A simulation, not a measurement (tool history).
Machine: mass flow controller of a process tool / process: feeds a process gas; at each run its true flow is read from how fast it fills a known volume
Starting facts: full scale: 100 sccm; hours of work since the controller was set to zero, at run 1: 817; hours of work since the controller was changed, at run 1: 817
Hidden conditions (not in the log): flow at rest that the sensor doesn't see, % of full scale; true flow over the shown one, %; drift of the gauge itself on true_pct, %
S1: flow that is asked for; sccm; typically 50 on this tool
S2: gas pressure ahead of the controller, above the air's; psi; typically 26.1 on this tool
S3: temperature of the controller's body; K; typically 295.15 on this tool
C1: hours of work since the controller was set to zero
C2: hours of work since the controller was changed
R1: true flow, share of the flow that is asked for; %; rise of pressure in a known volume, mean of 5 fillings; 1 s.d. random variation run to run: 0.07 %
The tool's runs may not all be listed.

| run | hour | S1 | S2 | S3 | C1 | C2 | R1 |
|---|---|---|---|---|---|---|---|
| 1 | 0.0 | 50 | 26.1 | 295.15 | 817 | 817 | 98.69 |
| 2 | 93.3 | 50 | 26.1 | 295.15 | 850 | 850 | 98.57 |
| 3 | 145.0 | 50 | 26.1 | 295.15 | 868 | 868 | 98.66 |
| 4 | 226.1 | 50 | 26.1 | 295.15 | 897 | 897 | 98.33 |
| 5 | 274.6 | 50 | 40.3 | 295.15 | 914 | 914 | 98.04 |
| 6 | 383.5 | 50 | 40.3 | 295.15 | 952 | 952 | 97.62 |
| 7 | 458.6 | 26 | 26.1 | 295.15 | 979 | 979 | 97.54 |
| 8 | 531.6 | 26 | 26.1 | 295.15 | 1005 | 1005 | 97.40 |
| 9 | 600.1 | 30 | 26.1 | 295.15 | 1029 | 1029 | 97.52 |
| 10 | 701.0 | 30 | 26.1 | 295.15 | 1065 | 1065 | 97.24 |
| 11 | 780.8 | 50 | 22.2 | 295.15 | 1093 | 1093 | 97.61 |
| 12 | 888.4 | 50 | 26.1 | 301.15 | 1131 | 1131 | 97.89 |
| 13 | 967.0 | 50 | 26.1 | 301.15 | 1159 | 1159 | 97.80 |
| 14 | 1037.1 | 50 | 26.1 | 301.15 | 1183 | 1183 | 97.74 |
|  | 1080.4 | gauge calibrated |
| 15 | 1100.9 | 34 | 26.1 | 295.15 | 1206 | 1206 | 98.63 |
| 16 | 1177.5 | 34 | 26.1 | 295.15 | 1233 | 1233 | 98.41 |
| 17 | 1270.8 | 34 | 26.1 | 295.15 | 1266 | 1266 | 98.26 |
| 18 | 1366.4 | 34 | 26.1 | 295.15 | 1300 | 1300 | 97.98 |
| 19 | 1461.3 | 34 | 26.1 | 295.15 | 1334 | 1334 | 97.85 |
| 20 | 1538.1 | 17 | 26.1 | 295.15 | 1361 | 1361 | 97.31 |
| 21 | 1602.9 | 50 | 26.1 | 295.15 | 1384 | 1384 | 98.01 |
| 22 | 1676.6 | 71 | 26.1 | 295.15 | 1410 | 1410 | 98.27 |
| 23 | 1756.7 | 71 | 26.1 | 295.15 | 1438 | 1438 | 97.99 |
| 24 | 1801.5 | 71 | 26.1 | 295.15 | 1454 | 1454 | 97.93 |
| 25 | 1887.4 | 50 | 26.1 | 301.15 | 1484 | 1484 | 98.13 |
| 26 | 1969.3 | 15 | 26.1 | 301.15 | 1513 | 1513 | 97.25 |
| 27 | 2018.6 | 53 | 34.1 | 301.15 | 1531 | 1531 | 97.66 |
| 28 | 2096.5 | 18 | 34.1 | 294.15 | 1558 | 1558 | 96.37 |
| 29 | 2150.2 | 47 | 21.0 | 295.15 | 1577 | 1577 | 97.05 |
| 30 | 2197.5 | 74 | 33.4 | 309.15 | 1594 | 1594 | 98.66 |
| 31 | 2245.0 | 50 | 35.1 | 303.15 | 1611 | 1611 | 97.49 |
| 32 | 2322.2 | 57 | 37.4 | 296.15 | 1638 | 1638 | 96.59 |
| 33 | 2368.4 | 50 | 26.1 | 296.15 | 1655 | 1655 | 96.76 |
| 34 | 2456.8 | 27 | 38.7 | 296.15 | 1686 | 1686 | 95.88 |
| 35 | 2508.4 | 29 | 26.1 | 300.15 | 1704 | 1704 | 96.56 |
| 36 | 2612.1 | 29 | 26.1 | 300.15 | 1741 | 1741 | 96.44 |
| 37 | 2707.7 | 29 | 29.0 | 298.15 | 1775 | 1775 | 95.99 |
| 38 | 2769.6 | 29 | 29.0 | 298.15 | 1796 | 1796 | 95.81 |
| 39 | 2820.7 | 91 | 22.2 | 310.15 | 1815 | 1815 | 98.21 |
|  | 2868.3 | gauge calibrated |
| 40 | 2888.0 | 91 | 22.2 | 310.15 | 1838 | 1838 | 101.21 |
| 41 | 2977.2 | 89 | 37.1 | 300.15 | 1870 | 1870 | 99.61 |
| 42 | 3059.1 | 89 | 37.1 | 300.15 | 1899 | 1899 | 99.34 |
| 43 | 3152.8 | 89 | 21.9 | 311.15 | 1932 | 1932 | 100.97 |
| 44 | 3211.6 | 16 | 32.3 | 306.15 | 1953 | 1953 | 98.73 |
| 45 | 3292.1 | 15 | 29.0 | 295.15 | 1981 | 1981 | 97.42 |
| 46 | 3395.3 | 15 | 29.0 | 295.15 | 2018 | 2018 | 97.17 |
| 47 | 3491.3 | 15 | 29.0 | 313.15 | 2052 | 2052 | 99.01 |

Each row is a separate what-if for the run after 47, all from the same tool condition, not one after another. Results?
| A | 3541.0 | 34 | 25.5 | 295.15 | 2069 | 2069 | ? |
| B | 3541.0 | 36 | 23.5 | 298.15 | 2069 | 2069 | ? |
| C | 3541.0 | 24 | 22.2 | 307.15 | 2069 | 2069 | ? |

| run | R1 |
|---|---|
| A | 97.38 |
| B | 97.87 |
| C | 98.56 |
Had the tool no hidden state, the same runs would have come out as:
| run | R1 |
|---|---|
| A | 98.50 |
| B | 99.00 |
| C | 99.69 |

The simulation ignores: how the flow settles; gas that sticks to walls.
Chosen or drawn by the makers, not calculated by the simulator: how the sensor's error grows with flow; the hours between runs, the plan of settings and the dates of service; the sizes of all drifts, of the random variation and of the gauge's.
